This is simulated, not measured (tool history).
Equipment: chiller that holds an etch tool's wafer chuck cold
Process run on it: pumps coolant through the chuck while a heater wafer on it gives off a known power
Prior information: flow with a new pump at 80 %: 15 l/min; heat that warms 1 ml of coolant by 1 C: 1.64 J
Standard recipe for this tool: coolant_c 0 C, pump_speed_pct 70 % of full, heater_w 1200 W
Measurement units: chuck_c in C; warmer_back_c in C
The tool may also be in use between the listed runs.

| run | day | coolant_c | pump_speed_pct | heater_w | chuck_c | warmer_back_c |
|---|---|---|---|---|---|---|
| 1 | 0.000 | 0 | 70 | 1200 | 10.3 | 3.38 |
| 2 | 0.829 | 0 | 70 | 1200 | 10.3 | 3.30 |
| 3 | 1.521 | 0 | 70 | 1005 | 8.5 | 2.85 |
| 4 | 2.683 | 0 | 70 | 1005 | 8.8 | 2.80 |
| 5 | 4.171 | 0 | 70 | 1623 | 13.9 | 4.53 |
| 6 | 4.992 | 0 | 70 | 1097 | 9.5 | 3.02 |
| 7 | 6.525 | -2 | 86 | 1200 | 7.2 | 2.74 |
| 8 | 7.212 | -4 | 86 | 1368 | 6.4 | 3.12 |
| 9 | 8.312 | -4 | 86 | 653 | 1.1 | 1.47 |
| 10 | 9.412 | -4 | 86 | 653 | 0.9 | 1.54 |
| 11 | 10.329 | -4 | 86 | 653 | 0.9 | 1.51 |

Expected results for the next run?
| 12 | 11.767 | -4 | 85 | 612 | ? | ? |

chuck_c: 0.6 C
warmer_back_c: 1.40 C
The same run, on a tool lacking any hidden state, would have yielded chuck_c 0.6 C, warmer_back_c 1.39 C.
